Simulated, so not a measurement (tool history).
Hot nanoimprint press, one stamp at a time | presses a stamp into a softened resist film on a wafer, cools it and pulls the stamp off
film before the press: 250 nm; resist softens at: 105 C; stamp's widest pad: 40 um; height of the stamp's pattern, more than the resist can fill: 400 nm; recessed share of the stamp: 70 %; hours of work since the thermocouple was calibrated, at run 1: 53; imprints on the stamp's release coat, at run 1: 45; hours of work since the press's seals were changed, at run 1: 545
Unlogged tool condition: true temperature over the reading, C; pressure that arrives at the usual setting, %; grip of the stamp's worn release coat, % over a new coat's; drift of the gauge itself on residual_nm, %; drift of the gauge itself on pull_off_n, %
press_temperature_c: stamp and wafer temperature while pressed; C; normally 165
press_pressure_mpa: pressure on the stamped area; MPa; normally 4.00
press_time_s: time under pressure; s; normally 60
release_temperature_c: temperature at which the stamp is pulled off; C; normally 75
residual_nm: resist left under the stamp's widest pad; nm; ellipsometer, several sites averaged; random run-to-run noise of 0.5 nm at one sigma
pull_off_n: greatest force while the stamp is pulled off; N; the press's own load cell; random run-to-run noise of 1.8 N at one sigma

| run | day | press_temperature_c | press_pressure_mpa | press_time_s | release_temperature_c | hours of work since the thermocouple was calibrated | imprints on the stamp's release coat | hours of work since the press's seals were changed | residual_nm | pull_off_n |
|---|---|---|---|---|---|---|---|---|---|---|
| 1 | 0.000 | 165 | 4.00 | 60 | 75 | 53 | 45 | 545 | 89.4 | 176 |
| 2 | 1.492 | 165 | 4.00 | 60 | 75 | 81 | 133 | 572 | 89.6 | 181 |
| 3 | 2.371 | 165 | 4.00 | 60 | 75 | 97 | 185 | 589 | 88.4 | 182 |
| 4 | 3.058 | 165 | 4.00 | 60 | 75 | 110 | 226 | 601 | 88.5 | 186 |
| 5 | 4.508 | 165 | 4.00 | 60 | 75 | 137 | 311 | 628 | 87.5 | 188 |
| 6 | 6.012 | 165 | 4.00 | 60 | 75 | 165 | 400 | 656 | 88.1 | 190 |
| 7 | 7.000 | 165 | 4.00 | 35 | 75 | 183 | 458 | 675 | 106.3 | 193 |
| 8 | 8.121 | 165 | 4.00 | 60 | 75 | 204 | 524 | 695 | 87.2 | 197 |
| 9 | 9.275 | 165 | 4.00 | 60 | 75 | 226 | 592 | 717 | 86.7 | 197 |
|  | 10.458 | stamp cleaned and given a new release coat |
| 10 | 10.904 | 165 | 4.00 | 89 | 75 | 251 | 27 | 743 | 74.9 | 172 |
| 11 | 11.817 | 165 | 4.00 | 89 | 75 | 268 | 80 | 759 | 75.1 | 178 |
| 12 | 13.246 | 169 | 4.37 | 99 | 66 | 295 | 165 | 786 | 54.3 | 211 |
| 13 | 14.304 | 162 | 3.17 | 60 | 65 | 315 | 227 | 806 | 113.8 | 215 |
| 14 | 15.246 | 161 | 3.17 | 43 | 65 | 332 | 283 | 823 | 134.4 | 217 |
|  | 16.475 | press's hydraulic seals changed and the load cell set to zero |
| 15 | 16.500 | 174 | 3.65 | 114 | 81 | 349 | 337 | 0 | 41.9 | 163 |
| 16 | 17.408 | 165 | 4.00 | 54 | 75 | 366 | 391 | 17 | 85.4 | 188 |
| 17 | 18.633 | 165 | 4.00 | 54 | 75 | 389 | 463 | 40 | 85.5 | 189 |
| 18 | 19.429 | 175 | 6.24 | 108 | 75 | 404 | 510 | 55 | 29.6 | 193 |
| 19 | 20.617 | 175 | 6.24 | 108 | 75 | 426 | 580 | 77 | 28.7 | 196 |
|  | 21.075 | plate thermocouple calibrated |
| 20 | 21.500 | 175 | 6.24 | 108 | 75 | 8 | 625 | 91 | 31.7 | 201 |
|  | 22.138 | stamp cleaned and given a new release coat |
| 21 | 22.529 | 175 | 6.24 | 108 | 75 | 22 | 23 | 105 | 31.7 | 174 |

Here are 4 independent what-if runs from the current tool condition. What would each one return?
| A | 23.496 | 159 | 2.95 | 60 | 63 | 40 | 80 | 124 | ? | ? |
| B | 23.496 | 159 | 6.24 | 92 | 75 | 40 | 80 | 124 | ? | ? |
| C | 23.496 | 175 | 6.24 | 108 | 82 | 40 | 80 | 124 | ? | ? |
| D | 23.496 | 162 | 5.28 | 73 | 75 | 40 | 80 | 124 | ? | ? |

| run | residual_nm | pull_off_n |
|---|---|---|
| A | 144.0 | 219 |
| B | 84.2 | 178 |
| C | 32.0 | 158 |
| D | 83.5 | 177 |
With the hidden condition removed and each run's random variation left untouched, the same runs would have given:
| run | residual_nm | pull_off_n |
|---|---|---|
| A | 143.2 | 215 |
| B | 83.2 | 175 |
| C | 31.6 | 155 |
| D | 82.6 | 174 |

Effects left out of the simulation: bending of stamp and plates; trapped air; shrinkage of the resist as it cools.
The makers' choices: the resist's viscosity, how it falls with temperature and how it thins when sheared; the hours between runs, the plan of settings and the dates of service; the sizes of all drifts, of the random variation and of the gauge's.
